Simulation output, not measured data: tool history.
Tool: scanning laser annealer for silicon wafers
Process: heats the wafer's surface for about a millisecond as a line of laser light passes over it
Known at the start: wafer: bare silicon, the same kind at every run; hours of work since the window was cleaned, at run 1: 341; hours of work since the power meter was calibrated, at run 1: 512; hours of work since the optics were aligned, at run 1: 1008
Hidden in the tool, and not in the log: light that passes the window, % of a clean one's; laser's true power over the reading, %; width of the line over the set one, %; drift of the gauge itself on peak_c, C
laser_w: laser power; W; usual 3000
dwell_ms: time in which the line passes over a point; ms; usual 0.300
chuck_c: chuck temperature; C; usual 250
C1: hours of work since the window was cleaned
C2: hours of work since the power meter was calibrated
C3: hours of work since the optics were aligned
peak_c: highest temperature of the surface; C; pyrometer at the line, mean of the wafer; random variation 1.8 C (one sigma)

run 1 hour=0.0 | laser_w=3000 dwell_ms=0.300 chuck_c=250 | C1=341 C2=512 C3=1008 | peak_c=933
run 2 hour=16.5 | laser_w=3000 dwell_ms=0.300 chuck_c=250 | C1=349 C2=520 C3=1016 | peak_c=933
run 3 hour=42.6 | laser_w=3000 dwell_ms=0.300 chuck_c=250 | C1=361 C2=532 C3=1028 | peak_c=930
run 4 hour=60.0 | laser_w=3000 dwell_ms=0.300 chuck_c=250 | C1=369 C2=540 C3=1036 | peak_c=929
-- hour=67.8 optics aligned, line set to its width
run 5 hour=79.8 | laser_w=3000 dwell_ms=0.222 chuck_c=250 | C1=376 C2=547 C3=6 | peak_c=845
run 6 hour=109.6 | laser_w=3000 dwell_ms=0.300 chuck_c=250 | C1=389 C2=560 C3=19 | peak_c=941
run 7 hour=139.2 | laser_w=3000 dwell_ms=0.300 chuck_c=255 | C1=403 C2=574 C3=33 | peak_c=949
run 8 hour=167.2 | laser_w=3213 dwell_ms=0.300 chuck_c=250 | C1=416 C2=587 C3=46 | peak_c=990
run 9 hour=179.8 | laser_w=3213 dwell_ms=0.300 chuck_c=250 | C1=422 C2=593 C3=52 | peak_c=990
run 10 hour=202.3 | laser_w=3000 dwell_ms=0.300 chuck_c=218 | C1=432 C2=603 C3=62 | peak_c=910
run 11 hour=231.8 | laser_w=2613 dwell_ms=0.299 chuck_c=282 | C1=446 C2=617 C3=75 | peak_c=880
run 12 hour=255.5 | laser_w=2613 dwell_ms=0.345 chuck_c=264 | C1=456 C2=628 C3=86 | peak_c=908
run 13 hour=275.2 | laser_w=2613 dwell_ms=0.282 chuck_c=219 | C1=466 C2=637 C3=95 | peak_c=796
-- hour=285.7 window over the wafer cleaned
run 14 hour=301.4 | laser_w=2613 dwell_ms=0.282 chuck_c=219 | C1=7 C2=648 C3=107 | peak_c=810
run 15 hour=327.2 | laser_w=3000 dwell_ms=0.300 chuck_c=235 | C1=19 C2=660 C3=118 | peak_c=938
run 16 hour=341.6 | laser_w=2806 dwell_ms=0.293 chuck_c=267 | C1=26 C2=666 C3=125 | peak_c=914
run 17 hour=361.0 | laser_w=2806 dwell_ms=0.293 chuck_c=267 | C1=35 C2=675 C3=134 | peak_c=916
run 18 hour=391.9 | laser_w=2806 dwell_ms=0.293 chuck_c=267 | C1=49 C2=689 C3=148 | peak_c=917
run 19 hour=414.5 | laser_w=3251 dwell_ms=0.253 chuck_c=284 | C1=59 C2=700 C3=159 | peak_c=982

Forecast each of these 4 alternatives for the next run:
run A hour=430.6 | laser_w=3178 dwell_ms=0.372 chuck_c=213 | C1=67 C2=707 C3=166 | peak_c=?
run B hour=430.6 | laser_w=3251 dwell_ms=0.253 chuck_c=251 | C1=67 C2=707 C3=166 | peak_c=?
run C hour=430.6 | laser_w=3116 dwell_ms=0.262 chuck_c=214 | C1=67 C2=707 C3=166 | peak_c=?
run D hour=430.6 | laser_w=2951 dwell_ms=0.344 chuck_c=214 | C1=67 C2=707 C3=166 | peak_c=?

run=A peak_c=1039
run=B peak_c=948
run=C peak_c=896
run=D peak_c=950
Without the tool's hidden state the same runs would have given:
run=A peak_c=1044
run=B peak_c=952
run=C peak_c=900
run=D peak_c=954
